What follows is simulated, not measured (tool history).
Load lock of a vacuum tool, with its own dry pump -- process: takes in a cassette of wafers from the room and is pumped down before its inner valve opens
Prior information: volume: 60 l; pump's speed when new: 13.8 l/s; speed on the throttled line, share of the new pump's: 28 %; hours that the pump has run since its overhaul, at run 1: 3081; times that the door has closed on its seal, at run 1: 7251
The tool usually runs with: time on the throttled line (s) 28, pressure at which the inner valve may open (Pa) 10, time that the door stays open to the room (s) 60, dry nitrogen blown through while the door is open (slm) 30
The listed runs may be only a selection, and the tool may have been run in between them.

run,hour,time on the throttled line (s),pressure at which the inner valve may open (Pa),time that the door stays open to the room (s),dry nitrogen blown through while the door is open (slm),hours that the pump has run since its overhaul,times that the door has closed on its seal,"incoming humidity of the room's air, %",time from the closed door until the inner valve may open (s),rise of the pressure with all valves shut (Pa/min)
1,0,28,10,60,30,3081,7251,45.6,62.5,0.091
2,150.3,28,10,60,10,3231,7634,46.3,63,0.116
3,238.4,28,10,28,30,3319,7859,44,62.2,0.089
4,339,26,10,60,30,3420,8116,50.7,59.9,0.103
5,480,28,10,60,30,3561,8475,47.2,62.3,0.109
6,610.9,28,10,60,30,3692,8809,48.1,62.9,0.118
7,716.1,28,10,60,30,3797,9078,42.5,62.8,0.112
8,817.7,28,10,60,30,3898,9337,42.8,63.3,0.116
9,927.4,28,10,60,30,4008,9617,46.8,62,0.128
10,1060.8,28,13,192,30,4142,9957,46,61.7,0.15

Predict each of these 5 candidate next runs independently; none follows another, all start after run 10:
A,1214.2,20,13,79,5,4295,10348,48.8,?,?
B,1214.2,27,12,32,30,4295,10348,46.2,?,?
C,1214.2,28,13,180,39,4295,10348,47.1,?,?
D,1214.2,28,13,185,6,4295,10348,48,?,?
E,1214.2,18,10,60,15,4295,10348,44.8,?,?

run,time from the closed door until the inner valve may open (s),rise of the pressure with all valves shut (Pa/min)
A,55.7,0.173
B,61,0.129
C,61.4,0.158
D,62,0.212
E,55.3,0.147
What these runs would have given with no unlogged condition in the tool:
run,time from the closed door until the inner valve may open (s),rise of the pressure with all valves shut (Pa/min)
A,53.5,0.053
B,58.9,0.007
C,59.4,0.037
D,59.9,0.091
E,53.1,0.025

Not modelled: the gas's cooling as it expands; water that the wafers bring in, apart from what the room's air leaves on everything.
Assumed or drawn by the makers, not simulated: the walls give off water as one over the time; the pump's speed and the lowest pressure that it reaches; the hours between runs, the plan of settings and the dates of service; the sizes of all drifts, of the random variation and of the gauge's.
